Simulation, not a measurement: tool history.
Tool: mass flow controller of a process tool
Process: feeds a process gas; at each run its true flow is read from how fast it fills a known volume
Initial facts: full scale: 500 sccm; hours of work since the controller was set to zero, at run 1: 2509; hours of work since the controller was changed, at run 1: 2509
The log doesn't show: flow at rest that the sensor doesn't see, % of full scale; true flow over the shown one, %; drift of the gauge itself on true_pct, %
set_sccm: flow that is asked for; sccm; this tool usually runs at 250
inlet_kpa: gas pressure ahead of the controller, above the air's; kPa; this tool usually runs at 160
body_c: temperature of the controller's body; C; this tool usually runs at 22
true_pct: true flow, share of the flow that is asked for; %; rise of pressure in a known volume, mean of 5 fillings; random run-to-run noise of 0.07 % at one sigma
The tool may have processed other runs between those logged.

| run | hour | set_sccm | inlet_kpa | body_c | hours of work since the controller was set to zero | hours of work since the controller was changed | true_pct |
|---|---|---|---|---|---|---|---|
| 1 | 0.0 | 250 | 160 | 22 | 2509 | 2509 | 99.05 |
| 2 | 147.7 | 250 | 160 | 22 | 2591 | 2591 | 99.08 |
| 3 | 235.6 | 250 | 160 | 22 | 2640 | 2640 | 99.09 |
| 4 | 369.9 | 250 | 160 | 22 | 2715 | 2715 | 99.19 |
| 5 | 498.6 | 250 | 160 | 22 | 2787 | 2787 | 99.23 |
| 6 | 573.1 | 250 | 160 | 22 | 2828 | 2828 | 99.19 |
| 7 | 714.4 | 250 | 160 | 22 | 2907 | 2907 | 99.20 |
| 8 | 835.4 | 250 | 147 | 22 | 2974 | 2974 | 99.17 |
| 9 | 983.4 | 250 | 147 | 22 | 3056 | 3056 | 99.23 |
| 10 | 1043.7 | 250 | 160 | 22 | 3090 | 3090 | 99.20 |
| 11 | 1128.9 | 52 | 195 | 35 | 3138 | 3138 | 103.41 |
| 12 | 1200.0 | 52 | 195 | 35 | 3177 | 3177 | 103.40 |
| 13 | 1272.6 | 448 | 227 | 23 | 3218 | 3218 | 99.02 |
| 14 | 1420.7 | 250 | 160 | 20 | 3300 | 3300 | 98.91 |
| 15 | 1496.7 | 198 | 247 | 35 | 3342 | 3342 | 99.95 |
| 16 | 1566.3 | 105 | 201 | 22 | 3381 | 3381 | 100.07 |
| 17 | 1663.5 | 105 | 243 | 25 | 3435 | 3435 | 100.26 |
| 18 | 1748.7 | 105 | 243 | 25 | 3483 | 3483 | 100.32 |
| 19 | 1841.0 | 80 | 230 | 25 | 3534 | 3534 | 101.03 |

Consider 4 possible next runs. They are alternatives, not a sequence: every one starts from the tool as it was left by run 19. What does each give?
| A | 1915.5 | 76 | 160 | 27 | 3576 | 3576 | ? |
| B | 1915.5 | 53 | 227 | 28 | 3576 | 3576 | ? |
| C | 1915.5 | 250 | 275 | 22 | 3576 | 3576 | ? |
| D | 1915.5 | 121 | 260 | 28 | 3576 | 3576 | ? |

| run | true_pct |
|---|---|
| A | 101.70 |
| B | 103.24 |
| C | 98.66 |
| D | 100.04 |
Take away the tool's hidden state, keep each run's random variation, and the runs would have read:
| run | true_pct |
|---|---|
| A | 99.02 |
| B | 98.87 |
| C | 98.69 |
| D | 98.81 |

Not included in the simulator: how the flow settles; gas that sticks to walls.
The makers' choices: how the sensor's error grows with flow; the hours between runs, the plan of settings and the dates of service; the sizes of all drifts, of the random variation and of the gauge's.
